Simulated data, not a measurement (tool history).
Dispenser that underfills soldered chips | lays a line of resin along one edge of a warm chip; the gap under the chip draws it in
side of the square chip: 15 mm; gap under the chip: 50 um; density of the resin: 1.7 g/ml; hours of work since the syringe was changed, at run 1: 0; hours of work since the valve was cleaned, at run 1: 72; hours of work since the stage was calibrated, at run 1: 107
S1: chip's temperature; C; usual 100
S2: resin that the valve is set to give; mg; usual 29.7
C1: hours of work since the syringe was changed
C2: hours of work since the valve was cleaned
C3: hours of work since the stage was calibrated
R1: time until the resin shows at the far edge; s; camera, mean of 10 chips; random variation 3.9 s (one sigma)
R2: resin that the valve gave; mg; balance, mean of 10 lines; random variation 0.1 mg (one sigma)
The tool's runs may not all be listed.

{"run": 1, "hour": 0.0, "S1": 100, "S2": 29.7, "C1": 0, "C2": 72, "C3": 107, "R1": 393.6, "R2": 28.14}
{"run": 2, "hour": 8.0, "S1": 100, "S2": 28.8, "C1": 6, "C2": 77, "C3": 112, "R1": 526.5, "R2": 27.15}
{"hour": 10.5, "done": "new syringe of resin"}
{"run": 3, "hour": 14.2, "S1": 100, "S2": 33.6, "C1": 2, "C2": 81, "C3": 116, "R1": 441.1, "R2": 31.43}
{"hour": 21.2, "done": "new syringe of resin"}
{"run": 4, "hour": 21.8, "S1": 100, "S2": 33.6, "C1": 0, "C2": 86, "C3": 121, "R1": 403.9, "R2": 31.42}
{"run": 5, "hour": 30.3, "S1": 100, "S2": 38.3, "C1": 6, "C2": 92, "C3": 126, "R1": 544.6, "R2": 35.66}
{"hour": 31.8, "done": "new syringe of resin"}
{"run": 6, "hour": 37.5, "S1": 100, "S2": 29.7, "C1": 4, "C2": 96, "C3": 131, "R1": 487.2, "R2": 27.55}
{"hour": 42.2, "done": "new syringe of resin"}
{"run": 7, "hour": 44.9, "S1": 100, "S2": 29.7, "C1": 2, "C2": 101, "C3": 136, "R1": 443.6, "R2": 27.5}
{"hour": 47.9, "done": "dispensing valve cleaned and set on the balance"}
{"hour": 53.8, "done": "new syringe of resin"}
{"run": 8, "hour": 55.8, "S1": 100, "S2": 29.7, "C1": 1, "C2": 5, "C3": 142, "R1": 427.0, "R2": 29.64}
{"run": 9, "hour": 62.0, "S1": 100, "S2": 28.5, "C1": 5, "C2": 9, "C3": 146, "R1": 527.4, "R2": 28.4}
{"hour": 64.1, "done": "new syringe of resin"}
{"run": 10, "hour": 69.2, "S1": 100, "S2": 28.5, "C1": 3, "C2": 14, "C3": 150, "R1": 475.9, "R2": 28.13}
{"hour": 74.6, "done": "new syringe of resin"}
{"run": 11, "hour": 75.3, "S1": 100, "S2": 28.5, "C1": 1, "C2": 17, "C3": 154, "R1": 402.3, "R2": 28.2}
{"run": 12, "hour": 80.9, "S1": 100, "S2": 28.5, "C1": 4, "C2": 21, "C3": 158, "R1": 490.1, "R2": 28.17}
{"hour": 85.6, "done": "new syringe of resin"}
{"run": 13, "hour": 90.5, "S1": 100, "S2": 28.5, "C1": 3, "C2": 27, "C3": 164, "R1": 475.8, "R2": 28.0}
{"hour": 95.9, "done": "new syringe of resin"}
{"run": 14, "hour": 96.8, "S1": 106, "S2": 29.7, "C1": 1, "C2": 31, "C3": 168, "R1": 324.0, "R2": 28.9}
{"run": 15, "hour": 104.0, "S1": 106, "S2": 29.7, "C1": 5, "C2": 36, "C3": 173, "R1": 425.7, "R2": 29.1}
{"hour": 106.2, "done": "new syringe of resin"}
{"run": 16, "hour": 111.4, "S1": 113, "S2": 29.7, "C1": 3, "C2": 40, "C3": 177, "R1": 291.6, "R2": 28.86}
{"hour": 116.9, "done": "new syringe of resin"}
{"run": 17, "hour": 118.0, "S1": 108, "S2": 29.7, "C1": 1, "C2": 44, "C3": 181, "R1": 311.5, "R2": 28.63}
{"run": 18, "hour": 126.1, "S1": 95, "S2": 29.7, "C1": 6, "C2": 50, "C3": 187, "R1": 660.8, "R2": 28.77}
{"hour": 127.8, "done": "new syringe of resin"}
{"run": 19, "hour": 130.9, "S1": 105, "S2": 36.4, "C1": 2, "C2": 53, "C3": 190, "R1": 367.7, "R2": 35.0}
{"hour": 138.1, "done": "new syringe of resin"}
{"run": 20, "hour": 139.7, "S1": 110, "S2": 33.3, "C1": 1, "C2": 58, "C3": 195, "R1": 286.3, "R2": 31.98}
{"run": 21, "hour": 147.4, "S1": 101, "S2": 26.2, "C1": 6, "C2": 63, "C3": 200, "R1": 548.4, "R2": 25.22}
{"hour": 149.2, "done": "new syringe of resin"}
{"run": 22, "hour": 152.4, "S1": 101, "S2": 26.2, "C1": 2, "C2": 66, "C3": 203, "R1": 441.6, "R2": 25.14}
{"run": 23, "hour": 157.2, "S1": 101, "S2": 26.2, "C1": 5, "C2": 70, "C3": 206, "R1": 524.7, "R2": 25.03}
{"hour": 159.5, "done": "new syringe of resin"}
{"run": 24, "hour": 161.4, "S1": 115, "S2": 38.3, "C1": 1, "C2": 72, "C3": 209, "R1": 240.8, "R2": 36.14}
{"run": 25, "hour": 167.0, "S1": 102, "S2": 30.2, "C1": 5, "C2": 76, "C3": 213, "R1": 483.0, "R2": 28.65}
{"hour": 170.1, "done": "new syringe of resin"}
{"run": 26, "hour": 174.5, "S1": 101, "S2": 35.9, "C1": 3, "C2": 81, "C3": 217, "R1": 428.8, "R2": 33.84}
{"hour": 180.6, "done": "new syringe of resin"}
{"run": 27, "hour": 183.0, "S1": 94, "S2": 25.3, "C1": 2, "C2": 86, "C3": 223, "R1": 576.5, "R2": 23.7}
{"run": 28, "hour": 187.0, "S1": 99, "S2": 29.0, "C1": 4, "C2": 89, "C3": 225, "R1": 523.3, "R2": 27.1}
{"hour": 190.9, "done": "new syringe of resin"}
{"run": 29, "hour": 194.9, "S1": 98, "S2": 32.1, "C1": 3, "C2": 94, "C3": 230, "R1": 500.3, "R2": 30.03}
{"hour": 201.3, "done": "new syringe of resin"}
{"run": 30, "hour": 201.3, "S1": 92, "S2": 31.8, "C1": 0, "C2": 98, "C3": 234, "R1": 548.2, "R2": 29.52}
{"hour": 208.8, "done": "dispensing valve cleaned and set on the balance"}
{"run": 31, "hour": 210.4, "S1": 94, "S2": 25.8, "C1": 5, "C2": 1, "C3": 240, "R1": 686.3, "R2": 25.73}
{"hour": 213.1, "done": "new syringe of resin"}
{"run": 32, "hour": 215.4, "S1": 94, "S2": 25.8, "C1": 1, "C2": 4, "C3": 243, "R1": 561.4, "R2": 25.59}
{"hour": 223.5, "done": "new syringe of resin"}
{"run": 33, "hour": 225.3, "S1": 101, "S2": 32.8, "C1": 1, "C2": 10, "C3": 249, "R1": 396.8, "R2": 32.52}
{"run": 34, "hour": 232.5, "S1": 105, "S2": 25.3, "C1": 6, "C2": 15, "C3": 254, "R1": 472.0, "R2": 24.91}
{"hour": 233.8, "done": "new syringe of resin"}
{"run": 35, "hour": 237.6, "S1": 113, "S2": 27.5, "C1": 3, "C2": 18, "C3": 257, "R1": 293.9, "R2": 26.96}

4 ways to go on from here, each from the tool as it stands after run 35. What would each give?
{"hour": 244.3, "done": "new syringe of resin"}
{"run": "A", "hour": 246.3, "S1": 113, "S2": 30.0, "C1": 1, "C2": 24, "C3": 262, "R1": "?", "R2": "?"}
{"hour": 244.3, "done": "new syringe of resin"}
{"run": "B", "hour": 246.3, "S1": 101, "S2": 31.0, "C1": 1, "C2": 24, "C3": 262, "R1": "?", "R2": "?"}
{"hour": 244.3, "done": "new syringe of resin"}
{"run": "C", "hour": 246.3, "S1": 113, "S2": 28.9, "C1": 1, "C2": 24, "C3": 262, "R1": "?", "R2": "?"}
{"hour": 244.3, "done": "new syringe of resin"}
{"run": "D", "hour": 246.3, "S1": 89, "S2": 30.1, "C1": 1, "C2": 24, "C3": 262, "R1": "?", "R2": "?"}

run=A R1=266.8 R2=29.67
run=B R1=417.4 R2=30.68
run=C R1=270.6 R2=28.48
run=D R1=663.3 R2=29.40
Without the tool's hidden state the same runs would have given:
run=A R1=239.8 R2=30.25
run=B R1=374.6 R2=31.28
run=C R1=243.0 R2=29.04
run=D R1=593.8 R2=29.98

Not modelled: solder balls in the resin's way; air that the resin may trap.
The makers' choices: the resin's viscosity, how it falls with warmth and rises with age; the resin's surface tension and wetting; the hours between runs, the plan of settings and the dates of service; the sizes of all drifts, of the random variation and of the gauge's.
